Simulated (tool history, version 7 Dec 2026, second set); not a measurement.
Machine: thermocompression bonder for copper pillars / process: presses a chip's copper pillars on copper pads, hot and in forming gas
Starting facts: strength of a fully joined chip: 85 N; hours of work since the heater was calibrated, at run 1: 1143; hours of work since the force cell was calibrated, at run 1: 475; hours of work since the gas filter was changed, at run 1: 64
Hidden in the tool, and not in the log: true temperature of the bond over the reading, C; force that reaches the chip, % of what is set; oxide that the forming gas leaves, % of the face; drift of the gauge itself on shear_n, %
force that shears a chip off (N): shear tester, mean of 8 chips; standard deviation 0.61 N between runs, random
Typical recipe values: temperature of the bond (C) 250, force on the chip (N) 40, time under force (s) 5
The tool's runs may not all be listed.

run     day  temperature of the bond (C)  force on the chip (N)  time under force (s)  hours of work since the heater was calibrated  hours of work since the force cell was calibrated  hours of work since the gas filter was changed  force that shears a chip off (N)
  1       0                          250                     40                     5                                           1143                                                475                                              64                              55.3
  2   0.712                          250                     40                    15                                           1152                                                484                                              73                              70.8
  3    1.45                          250                     40                    15                                           1162                                                494                                              82                              70.3
  4   2.358                          250                     40                    15                                           1173                                                506                                              94                              69.5
  5   3.267                          250                     30                     5                                           1185                                                517                                             106                              47.9
      3.996  -- forming gas filter changed
  6    4.05                          250                     30                     5                                           1195                                                527                                               1                                48
  7   4.642                          250                     30                     5                                           1203                                                535                                               8                              48.4
  8   5.417                          250                     34                     5                                           1213                                                545                                              18                              51.8
  9   6.321                          250                     40                     5                                           1225                                                557                                              30                              56.1
 10   7.317                          250                     40                     5                                           1237                                                570                                              43                              54.9
 11   7.779                          250                     60                     5                                           1243                                                575                                              49                              65.7
 12    8.35                          250                     60                     5                                           1251                                                583                                              56                              64.7
 13   9.112                          250                     60                     5                                           1261                                                593                                              66                              63.6
 14   9.804                          250                     60                     5                                           1270                                                602                                              75                              64.1
 15  10.267                          250                     40                     5                                           1276                                                608                                              81                              53.9
 16  11.133                          260                     40                     5                                           1287                                                619                                              93                                61
 17  11.738                          260                     40                     5                                           1295                                                627                                             100                              58.9
 18  12.754                          250                     59                     5                                           1308                                                640                                             113                              62.5
     12.888  -- force cell calibrated
     12.992  -- forming gas filter changed
 19  13.467                          250                     59                     5                                           1316                                                  7                                               6                              63.3
     13.958  -- heater calibrated with a thermocouple chip
 20  14.188                          276                     40                     5                                              3                                                 15                                              14                              72.9
 21   14.75                          238                     34                     8                                             10                                                 23                                              22                                56
 22  15.454                          238                     34                     8                                             19                                                 32                                              31                              56.2
 23  16.125                          238                     34                     8                                             28                                                 41                                              40                              55.7
     16.396  -- force cell calibrated, once more
 24  16.871                          238                     34                     8                                             37                                                  6                                              48                              57.9
 25    17.7                          238                     34                     8                                             48                                                 17                                              59                              56.7
 26  18.696                          238                     34                     8                                             61                                                 30                                              72                              57.2
 27  19.208                          235                     43                     4                                             67                                                 36                                              79                              50.1
 28  19.858                          274                     25                     3                                             76                                                 45                                              87                              55.1
 29  20.325                          250                     50                    13                                             82                                                 51                                              93                              76.6
 30  21.262                          238                     40                     6                                             94                                                 63                                             105                              55.2
 31  21.708                          223                     38                     5                                            100                                                 69                                             111                              42.5
     22.083  -- forming gas filter changed
 32  22.679                          236                     40                     3                                            112                                                 81                                               8                              44.9
 33   23.45                          268                     39                     3                                            122                                                 91                                              18                              63.5
 34  23.942                          233                     47                     4                                            128                                                 97                                              24                              50.8
 35  24.662                          233                     47                     4                                            138                                                107                                              33                                52
 36  25.538                          220                     47                     6                                            149                                                118                                              45                              49.3
 37  26.212                          220                     47                     6                                            158                                                127                                              54                              48.9
 38  27.008                          220                     47                     6                                            168                                                137                                              64                              48.6
 39  27.775                          276                     31                     6                                            178                                                147                                              74                              69.6

Some steps in force that shears a chip off (N), run to run, broken into two amounts with sign: the step expected even without the hidden condition (settings, incoming material, random variation), and the rest, left for the hidden condition together with whatever gauge scatter is not in both the measured and the hidden-condition-free result:
Run 4 -> 5: force on the chip (N) 40 -> 30, time under force (s) 15 -> 5. force that shears a chip off (N) -21.6: hidden state -1.7, all else -19.9.
Run 5 -> 6: forming gas filter changed. force that shears a chip off (N) +0.1: hidden state +1.7, all else -1.6.
Run 19 -> 20: temperature of the bond (C) 250 -> 276, force on the chip (N) 59 -> 40, heater calibrated with a thermocouple chip. force that shears a chip off (N) +9.6: hidden state +5.6, all else +4.
Run 28 -> 29: temperature of the bond (C) 274 -> 250, force on the chip (N) 25 -> 50, time under force (s) 3 -> 13. force that shears a chip off (N) +21.5: hidden state -0.7, all else +22.2.
Run 29 -> 30: temperature of the bond (C) 250 -> 238, force on the chip (N) 50 -> 40, time under force (s) 13 -> 6. force that shears a chip off (N) -21.4: hidden state +0.2, all else -21.6.
